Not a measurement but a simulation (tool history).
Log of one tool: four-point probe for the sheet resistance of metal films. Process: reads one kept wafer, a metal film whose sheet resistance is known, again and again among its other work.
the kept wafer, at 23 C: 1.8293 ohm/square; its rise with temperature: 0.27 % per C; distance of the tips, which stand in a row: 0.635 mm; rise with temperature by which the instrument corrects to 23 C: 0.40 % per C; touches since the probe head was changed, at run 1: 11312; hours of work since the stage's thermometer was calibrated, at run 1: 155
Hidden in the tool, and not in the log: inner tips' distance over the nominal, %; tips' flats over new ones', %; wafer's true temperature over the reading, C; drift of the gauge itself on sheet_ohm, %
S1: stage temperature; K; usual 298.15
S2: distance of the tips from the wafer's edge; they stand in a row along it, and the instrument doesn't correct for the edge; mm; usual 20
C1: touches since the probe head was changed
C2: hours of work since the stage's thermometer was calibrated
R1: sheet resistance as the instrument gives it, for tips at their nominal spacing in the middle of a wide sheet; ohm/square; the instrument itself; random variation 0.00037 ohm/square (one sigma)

Run 1, hour 0.0: usual settings; C1 11312; C2 155. Result: R1 1.824920 ohm/square.
Run 2, hour 27.7: usual settings; C1 11675; C2 167. Result: R1 1.825422 ohm/square.
Run 3, hour 57.0: usual settings; C1 12059; C2 179. Result: R1 1.824571 ohm/square.
Run 4, hour 92.0: usual settings; C1 12518; C2 194. Result: R1 1.825459 ohm/square.
Run 5, hour 122.5: usual settings; C1 12918; C2 207. Result: R1 1.825148 ohm/square.
Run 6, hour 138.6: usual settings; C1 13130; C2 213. Result: R1 1.826061 ohm/square.
Run 7, hour 170.2: usual settings; C1 13544; C2 227. Result: R1 1.825848 ohm/square.
At hour 173.8: stage's thermometer calibrated.
Run 8, hour 194.7: usual settings; C1 13859; C2 9. Result: R1 1.825989 ohm/square.
Run 9, hour 211.5: usual settings; C1 14079; C2 16. Result: R1 1.825719 ohm/square.
Run 10, hour 237.8: usual settings but S1 304.15 K, S2 66 mm; C1 14423; C2 27. Result: R1 1.810522 ohm/square.
Run 11, hour 259.2: usual settings but S1 293.15 K, S2 13 mm; C1 14704; C2 36. Result: R1 1.839485 ohm/square.
Run 12, hour 293.9: usual settings but S1 292.15 K, S2 14 mm; C1 15160; C2 50. Result: R1 1.842159 ohm/square.
At hour 307.6: stage's thermometer calibrated, once more.
Run 13, hour 312.1: usual settings but S1 292.15 K, S2 14 mm; C1 15391; C2 2. Result: R1 1.841981 ohm/square.
Run 14, hour 337.5: usual settings but S1 297.15 K, S2 4 mm; C1 15724; C2 13. Result: R1 1.851898 ohm/square.
Run 15, hour 371.1: usual settings but S1 293.15 K, S2 10 mm; C1 16166; C2 27. Result: R1 1.842079 ohm/square.

How the hidden state differs across the entries between the runs, from the last listed run before each to the first after it:
Between runs 7 and 8: stage's thermometer calibrated (hour 173.8)
  inner tips' distance over the nominal, %: -0.009 -> -0.005; tips' flats over new ones', %: 15 -> 16; wafer's true temperature over the reading, C: 0.08 -> 0.1
  measured less the result without the state, R1: +0.000195 -> +0.000408 ohm/square
Between runs 12 and 13: stage's thermometer calibrated, once more (hour 307.6)
  inner tips' distance over the nominal, %: 0.011 -> 0.014; tips' flats over new ones', %: 17 -> 18; wafer's true temperature over the reading, C: 0.12 -> 0.06
  measured less the result without the state, R1: +0.000814 -> +0.000573 ohm/square

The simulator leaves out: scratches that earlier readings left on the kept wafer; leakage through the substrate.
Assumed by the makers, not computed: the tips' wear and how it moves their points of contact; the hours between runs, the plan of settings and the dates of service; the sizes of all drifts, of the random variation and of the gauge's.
